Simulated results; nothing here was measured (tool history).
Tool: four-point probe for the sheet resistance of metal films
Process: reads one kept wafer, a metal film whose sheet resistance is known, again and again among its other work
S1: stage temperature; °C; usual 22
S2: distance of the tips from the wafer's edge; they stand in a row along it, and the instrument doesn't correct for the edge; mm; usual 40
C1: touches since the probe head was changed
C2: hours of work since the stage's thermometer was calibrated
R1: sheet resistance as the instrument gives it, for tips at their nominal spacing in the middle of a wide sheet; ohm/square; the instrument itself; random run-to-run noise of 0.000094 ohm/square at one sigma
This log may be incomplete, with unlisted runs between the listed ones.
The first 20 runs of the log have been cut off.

Run 21, hour 619.5: usual settings but S1 24 °C; C1 36054; C2 1638. Result: R1 0.471796 ohm/square.
Run 22, hour 655.0: usual settings; C1 36693; C2 1654. Result: R1 0.472317 ohm/square.
Run 23, hour 698.0: usual settings; C1 37465; C2 1673. Result: R1 0.472462 ohm/square.
Run 24, hour 725.4: usual settings; C1 37958; C2 1686. Result: R1 0.472473 ohm/square.
Run 25, hour 746.8: usual settings; C1 38342; C2 1695. Result: R1 0.472568 ohm/square.
Run 26, hour 768.0: usual settings; C1 38722; C2 1705. Result: R1 0.472523 ohm/square.
Run 27, hour 787.6: usual settings but S1 34 °C; C1 39074; C2 1713. Result: R1 0.469337 ohm/square.
Run 28, hour 820.3: usual settings but S1 34 °C; C1 39663; C2 1728. Result: R1 0.469487 ohm/square.
Run 29, hour 863.0: usual settings but S1 34 °C; C1 40429; C2 1747. Result: R1 0.469578 ohm/square.
Run 30, hour 897.7: usual settings but S1 24 °C, S2 3 mm; C1 41053; C2 1763. Result: R1 0.478866 ohm/square.
Run 31, hour 919.8: usual settings but S1 25 °C; C1 41451; C2 1773. Result: R1 0.472035 ohm/square.
Run 32, hour 961.0: usual settings but S1 26 °C, S2 11 mm; C1 42190; C2 1791. Result: R1 0.472152 ohm/square.
Run 33, hour 991.7: usual settings but S1 26 °C, S2 5 mm; C1 42743; C2 1805. Result: R1 0.474221 ohm/square.
Run 34, hour 1015.1: usual settings but S1 29 °C, S2 23 mm; C1 43164; C2 1816. Result: R1 0.471138 ohm/square.
Run 35, hour 1042.4: usual settings but S1 29 °C, S2 23 mm; C1 43654; C2 1828. Result: R1 0.471123 ohm/square.
Run 36, hour 1060.4: usual settings but S1 28 °C, S2 12 mm; C1 43977; C2 1836. Result: R1 0.471809 ohm/square.
Run 37, hour 1103.9: usual settings but S1 19 °C, S2 5 mm; C1 44759; C2 1856. Result: R1 0.476519 ohm/square.
Run 38, hour 1143.4: usual settings but S1 31 °C, S2 24 mm; C1 45469; C2 1874. Result: R1 0.470591 ohm/square.
Run 39, hour 1177.6: usual settings but S1 31 °C, S2 24 mm; C1 46083; C2 1889. Result: R1 0.470676 ohm/square.
Run 40, hour 1217.0: usual settings but S1 29 °C, S2 5 mm; C1 46791; C2 1907. Result: R1 0.473563 ohm/square.
Run 41, hour 1244.9: usual settings but S1 24 °C; C1 47293; C2 1919. Result: R1 0.472501 ohm/square.
Run 42, hour 1274.1: usual settings but S1 24 °C; C1 47817; C2 1932. Result: R1 0.472283 ohm/square.
Run 43, hour 1308.1: usual settings but S1 18 °C, S2 17 mm; C1 48428; C2 1948. Result: R1 0.474296 ohm/square.
Run 44, hour 1342.6: usual settings but S1 18 °C, S2 17 mm; C1 49048; C2 1963. Result: R1 0.474436 ohm/square.
Run 45, hour 1371.5: usual settings but S1 18 °C, S2 17 mm; C1 49566; C2 1976. Result: R1 0.474498 ohm/square.

Consider 4 possible next runs. They are alternatives, not a sequence: every one starts from the tool as it was left by run 45. What does each give?
Run A, hour 1390.5: usual settings but S1 19 °C, S2 49 mm; C1 49908; C2 1985. Result: R1 ?.
Run B, hour 1390.5: usual settings but S1 18 °C, S2 38 mm; C1 49908; C2 1985. Result: R1 ?.
Run C, hour 1390.5: usual settings but S2 33 mm; C1 49908; C2 1985. Result: R1 ?.
Run D, hour 1390.5: usual settings but S1 25 °C, S2 51 mm; C1 49908; C2 1985. Result: R1 ?.

run        R1
  A  0.474033
  B  0.474244
  C  0.473320
  D  0.472408
Stripped of hidden state, with their random variation kept, the same runs would have yielded:
run        R1
  A  0.472573
  B  0.472782
  C  0.471866
  D  0.470960
